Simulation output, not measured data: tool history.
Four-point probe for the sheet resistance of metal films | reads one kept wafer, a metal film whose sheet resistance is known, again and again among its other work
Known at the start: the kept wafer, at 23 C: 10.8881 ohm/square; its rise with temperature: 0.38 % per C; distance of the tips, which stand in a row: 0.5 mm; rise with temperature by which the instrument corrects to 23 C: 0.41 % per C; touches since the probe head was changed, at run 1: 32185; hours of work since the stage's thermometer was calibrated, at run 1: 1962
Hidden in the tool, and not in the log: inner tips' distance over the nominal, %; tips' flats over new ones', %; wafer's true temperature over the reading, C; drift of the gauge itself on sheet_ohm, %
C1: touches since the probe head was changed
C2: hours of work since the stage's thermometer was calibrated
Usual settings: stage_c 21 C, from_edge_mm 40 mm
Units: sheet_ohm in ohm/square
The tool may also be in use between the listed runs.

Run 1, hour 0: usual settings; C1 32185; C2 1962. Result: sheet_ohm 10.895538 ohm/square.
Run 2, hour 80.3: usual settings; C1 33004; C2 1997. Result: sheet_ohm 10.893081 ohm/square.
Run 3, hour 128.1: usual settings but stage_c 25 C; C1 33492; C2 2019. Result: sheet_ohm 10.882966 ohm/square.
Run 4, hour 210: usual settings but stage_c 25 C; C1 34327; C2 2055. Result: sheet_ohm 10.880342 ohm/square.
Run 5, hour 248.7: usual settings but stage_c 25 C; C1 34722; C2 2072. Result: sheet_ohm 10.880928 ohm/square.
Run 6, hour 292.2: usual settings; C1 35166; C2 2091. Result: sheet_ohm 10.894935 ohm/square.
Run 7, hour 337.8: usual settings; C1 35631; C2 2111. Result: sheet_ohm 10.894662 ohm/square.
Run 8, hour 386.9: usual settings; C1 36131; C2 2133. Result: sheet_ohm 10.895342 ohm/square.
Run 9, hour 455: usual settings; C1 36826; C2 2163. Result: sheet_ohm 10.89878 ohm/square.
Run 10, hour 523.5: usual settings; C1 37525; C2 2193. Result: sheet_ohm 10.894304 ohm/square.
At hour 565.8: stage's thermometer calibrated.
Run 11, hour 588.1: usual settings but stage_c 19 C; C1 38179; C2 10. Result: sheet_ohm 10.903801 ohm/square.
Run 12, hour 625.4: usual settings but stage_c 19 C; C1 38559; C2 26. Result: sheet_ohm 10.904606 ohm/square.
Run 13, hour 689.7: usual settings but stage_c 19 C; C1 39215; C2 55. Result: sheet_ohm 10.90435 ohm/square.
Run 14, hour 771.7: usual settings but stage_c 19 C; C1 40052; C2 91. Result: sheet_ohm 10.901704 ohm/square.
Run 15, hour 850.1: usual settings; C1 40851; C2 126. Result: sheet_ohm 10.894141 ohm/square.
Run 16, hour 902.2: usual settings but from_edge_mm 35 mm; C1 41383; C2 149. Result: sheet_ohm 10.891235 ohm/square.
Run 17, hour 947.2: usual settings but from_edge_mm 15 mm; C1 41842; C2 169. Result: sheet_ohm 10.899626 ohm/square.
Run 18, hour 985: usual settings but stage_c 19 C, from_edge_mm 11 mm; C1 42228; C2 185. Result: sheet_ohm 10.913386 ohm/square.
Run 19, hour 1072.2: usual settings but stage_c 33 C, from_edge_mm 71 mm; C1 43117; C2 224. Result: sheet_ohm 10.860694 ohm/square.
Run 20, hour 1112.3: usual settings but stage_c 27 C, from_edge_mm 11 mm; C1 43527; C2 242. Result: sheet_ohm 10.884592 ohm/square.
Run 21, hour 1199: usual settings but stage_c 31 C, from_edge_mm 11 mm; C1 44411; C2 280. Result: sheet_ohm 10.870109 ohm/square.
Run 22, hour 1239.5: usual settings but from_edge_mm 33 mm; C1 44824; C2 298. Result: sheet_ohm 10.898055 ohm/square.
Run 23, hour 1293.2: usual settings but stage_c 19 C, from_edge_mm 39 mm; C1 45372; C2 322. Result: sheet_ohm 10.903964 ohm/square.
Run 24, hour 1345.5: usual settings but stage_c 27 C, from_edge_mm 15 mm; C1 45906; C2 345. Result: sheet_ohm 10.877221 ohm/square.
Run 25, hour 1399.3: usual settings but stage_c 30 C, from_edge_mm 26 mm; C1 46454; C2 369. Result: sheet_ohm 10.868566 ohm/square.
Run 26, hour 1465.7: usual settings but stage_c 24 C, from_edge_mm 66 mm; C1 47132; C2 398. Result: sheet_ohm 10.884511 ohm/square.
Run 27, hour 1503.2: usual settings but stage_c 25 C; C1 47514; C2 415. Result: sheet_ohm 10.883002 ohm/square.
Run 28, hour 1542.2: usual settings but stage_c 22 C, from_edge_mm 51 mm; C1 47912; C2 432. Result: sheet_ohm 10.890773 ohm/square.
Run 29, hour 1618.6: usual settings but stage_c 20 C, from_edge_mm 31 mm; C1 48691; C2 466. Result: sheet_ohm 10.898564 ohm/square.

Forecast each of these 3 alternatives for the next run:
Run A, hour 1662.8: usual settings but stage_c 30 C, from_edge_mm 31 mm; C1 49143; C2 485. Result: sheet_ohm ?.
Run B, hour 1662.8: usual settings but stage_c 24 C, from_edge_mm 42 mm; C1 49143; C2 485. Result: sheet_ohm ?.
Run C, hour 1662.8: usual settings but stage_c 19 C, from_edge_mm 25 mm; C1 49143; C2 485. Result: sheet_ohm ?.

run  sheet_ohm
  A  10.865589
  B  10.885422
  C   10.90327
Without the tool's hidden state the same runs would have given:
run  sheet_ohm
  A  10.866255
  B  10.886089
  C  10.903938
